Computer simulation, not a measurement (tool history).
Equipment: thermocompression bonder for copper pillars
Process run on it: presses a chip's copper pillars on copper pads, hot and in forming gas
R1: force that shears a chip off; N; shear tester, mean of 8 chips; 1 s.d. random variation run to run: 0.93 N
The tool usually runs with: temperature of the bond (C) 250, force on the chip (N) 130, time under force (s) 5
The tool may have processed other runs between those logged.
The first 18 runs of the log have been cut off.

-- hour=116.9 forming gas filter changed
run 19 hour=118.6 | temperature_of_the_bond_(C)=250 force_on_the_chip_(N)=130 time_under_force_(s)=5 | R1=79.9
run 20 hour=124.8 | temperature_of_the_bond_(C)=250 force_on_the_chip_(N)=130 time_under_force_(s)=5 | R1=77.8
run 21 hour=129 | temperature_of_the_bond_(C)=238 force_on_the_chip_(N)=130 time_under_force_(s)=8 | R1=78.2
run 22 hour=136.3 | temperature_of_the_bond_(C)=238 force_on_the_chip_(N)=130 time_under_force_(s)=8 | R1=79.3
run 23 hour=142.2 | temperature_of_the_bond_(C)=238 force_on_the_chip_(N)=100 time_under_force_(s)=6 | R1=57.3
run 24 hour=146.5 | temperature_of_the_bond_(C)=236 force_on_the_chip_(N)=87 time_under_force_(s)=6 | R1=47.9
-- hour=149.9 heater calibrated with a thermocouple chip, once more
run 25 hour=154.3 | temperature_of_the_bond_(C)=240 force_on_the_chip_(N)=117 time_under_force_(s)=6 | R1=67.7
run 26 hour=161.7 | temperature_of_the_bond_(C)=240 force_on_the_chip_(N)=117 time_under_force_(s)=6 | R1=65.7
run 27 hour=171 | temperature_of_the_bond_(C)=244 force_on_the_chip_(N)=117 time_under_force_(s)=11 | R1=85.1
run 28 hour=175.7 | temperature_of_the_bond_(C)=243 force_on_the_chip_(N)=100 time_under_force_(s)=3 | R1=46.6
run 29 hour=179.9 | temperature_of_the_bond_(C)=243 force_on_the_chip_(N)=100 time_under_force_(s)=3 | R1=46.8
run 30 hour=185.9 | temperature_of_the_bond_(C)=251 force_on_the_chip_(N)=165 time_under_force_(s)=7 | R1=103.5
run 31 hour=192.6 | temperature_of_the_bond_(C)=268 force_on_the_chip_(N)=140 time_under_force_(s)=5 | R1=98.1
run 32 hour=200.9 | temperature_of_the_bond_(C)=257 force_on_the_chip_(N)=130 time_under_force_(s)=5 | R1=83.5
run 33 hour=209.6 | temperature_of_the_bond_(C)=244 force_on_the_chip_(N)=118 time_under_force_(s)=5 | R1=65.4
run 34 hour=217.9 | temperature_of_the_bond_(C)=245 force_on_the_chip_(N)=172 time_under_force_(s)=5 | R1=89.8
run 35 hour=225.9 | temperature_of_the_bond_(C)=252 force_on_the_chip_(N)=188 time_under_force_(s)=5 | R1=103.3
run 36 hour=233.9 | temperature_of_the_bond_(C)=243 force_on_the_chip_(N)=161 time_under_force_(s)=8 | R1=96.7
run 37 hour=240 | temperature_of_the_bond_(C)=224 force_on_the_chip_(N)=166 time_under_force_(s)=6 | R1=69.7
run 38 hour=246.3 | temperature_of_the_bond_(C)=266 force_on_the_chip_(N)=168 time_under_force_(s)=7 | R1=115.6
run 39 hour=254.8 | temperature_of_the_bond_(C)=266 force_on_the_chip_(N)=168 time_under_force_(s)=7 | R1=116.1

Forecast each of these 5 alternatives for the next run:
run A hour=261.2 | temperature_of_the_bond_(C)=250 force_on_the_chip_(N)=84 time_under_force_(s)=4 | R1=?
run B hour=261.2 | temperature_of_the_bond_(C)=246 force_on_the_chip_(N)=168 time_under_force_(s)=7 | R1=?
run C hour=261.2 | temperature_of_the_bond_(C)=250 force_on_the_chip_(N)=112 time_under_force_(s)=5 | R1=?
run D hour=261.2 | temperature_of_the_bond_(C)=266 force_on_the_chip_(N)=168 time_under_force_(s)=5 | R1=?
run E hour=261.2 | temperature_of_the_bond_(C)=246 force_on_the_chip_(N)=168 time_under_force_(s)=7 | R1=?

run=A R1=47
run=B R1=98.1
run=C R1=67.5
run=D R1=108.8
run=E R1=98.3
What these runs would have given with no unlogged condition in the tool:
run=A R1=48.2
run=B R1=100.5
run=C R1=69.2
run=D R1=111.4
run=E R1=100.7

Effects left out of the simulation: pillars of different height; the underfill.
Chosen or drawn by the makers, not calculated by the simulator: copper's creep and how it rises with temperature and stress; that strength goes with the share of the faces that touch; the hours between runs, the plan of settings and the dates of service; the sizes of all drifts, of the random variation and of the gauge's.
